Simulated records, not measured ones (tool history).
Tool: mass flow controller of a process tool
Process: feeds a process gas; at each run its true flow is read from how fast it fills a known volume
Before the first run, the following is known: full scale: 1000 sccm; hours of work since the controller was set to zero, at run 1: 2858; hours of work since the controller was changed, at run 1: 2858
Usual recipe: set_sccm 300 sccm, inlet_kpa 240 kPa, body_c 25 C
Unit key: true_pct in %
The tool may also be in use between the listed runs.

run     hour  set_sccm  inlet_kpa  body_c  hours of work since the controller was set to zero  hours of work since the controller was changed  true_pct
  1        0       300        240      25                                                2858                                            2858     97.27
  2    194.7       300        240      25                                                2935                                            2935     97.33
  3      339       300        240      25                                                2992                                            2992      97.2
  4    497.1       300        240      25                                                3054                                            3054     97.24
  5    777.5       111        240      25                                                3164                                            3164     95.59
  6   1062.8       300        219      25                                                3277                                            3277     97.25
  7   1233.1       300        143      25                                                3344                                            3344     97.38
  8     1411       300        143      25                                                3414                                            3414     97.33
  9   1691.5       300        143      25                                                3524                                            3524     97.33
 10   1831.1       300        149      25                                                3579                                            3579     97.32
 11   2133.4       300        149      25                                                3698                                            3698     97.35
 12     2444       300        149      25                                                3821                                            3821     97.36
 13   2592.9       300        149      25                                                3879                                            3879     97.29
 14   2882.1       300        149      25                                                3993                                            3993     97.28
 15   3056.3       465        240      25                                                4062                                            4062     98.02
 16   3369.9       465        240      25                                                4185                                            4185     97.98
 17   3615.2       465        240      25                                                4282                                            4282     98.06
 18   3845.3       465        240      25                                                4372                                            4372     97.92
 19     4082       465        240      25                                                4466                                            4466        98
 20   4261.2       465        240      25                                                4536                                            4536     97.97
 21   4513.5       465        240      25                                                4636                                            4636     98.03
 22   4655.6       465        240      25                                                4691                                            4691     97.98
 23   4938.7       465        240      25                                                4803                                            4803     98.05
 24   5187.3       300        240      25                                                4901                                            4901     97.15
 25   5434.3       104        173      25                                                4998                                            4998     94.73
 26   5722.9       300        240      32                                                5112                                            5112     96.55
 27   5868.8       780        268      27                                                5169                                            5169     99.08
 28   6027.9       780        268      27                                                5232                                            5232     99.12
 29   6186.3       168        257      25                                                5294                                            5294     95.86
 30   6425.4       224        186      21                                                5388                                            5388     96.82
 31   6755.3       327        145      21                                                5518                                            5518     97.68
 32   7085.6       297        172      28                                                5648                                            5648     96.86
 33   7296.4       297        172      28                                                5731                                            5731     96.88
 34   7607.9       312        240      25                                                5854                                            5854      97.1
 35   7870.8       312        240      25                                                5957                                            5957      97.1
 36   8195.2       312        240      20                                                6085                                            6085     97.52
 37   8467.7       817        143      25                                                6192                                            6192     99.59
 38   8675.4       124        266      34                                                6274                                            6274     94.12
 39   9003.6       124        266      34                                                6403                                            6403     93.98
 40     9221       735        272      34                                                6489                                            6489     98.45
 41   9536.7       735        272      34                                                6613                                            6613     98.43
 42   9695.1       145        149      23                                                6676                                            6676     95.34
 43     9915       145        149      23                                                6762                                            6762     95.35
 44  10106.3       639        271      21                                                6838                                            6838     99.05
 45  10389.2       313        214      25                                                6949                                            6949     97.08
 46    10537       108        214      25                                                7007                                            7007     94.05
 47  10775.4       137        244      25                                                7101                                            7101     94.84

Each run again, without the hidden state but with its own random variation kept:
Hidden state at play: flow at rest that the sensor doesn't see, % of full scale; true flow over the shown one, %; drift of the gauge itself on true_pct, %.
run  true_pct
  1     97.64
  2     97.71
  3     97.57
  4     97.63
  5     97.05
  6     97.65
  7     97.78
  8     97.73
  9     97.74
 10     97.73
 11     97.78
 12      97.8
 13     97.73
 14     97.73
 15     98.19
 16     98.16
 17     98.23
 18      98.1
 19     98.18
 20     98.15
 21     98.21
 22     98.16
 23     98.23
 24     97.66
 25     97.04
 26     97.07
 27        99
 28     99.04
 29     97.18
 30     97.71
 31     98.14
 32     97.42
 33     97.45
 34     97.62
 35     97.64
 36     98.06
 37     99.45
 38     96.38
 39     96.29
 40     98.34
 41     98.32
 42     97.29
 43     97.33
 44     99.01
 45     97.68
 46     97.03
 47     97.07
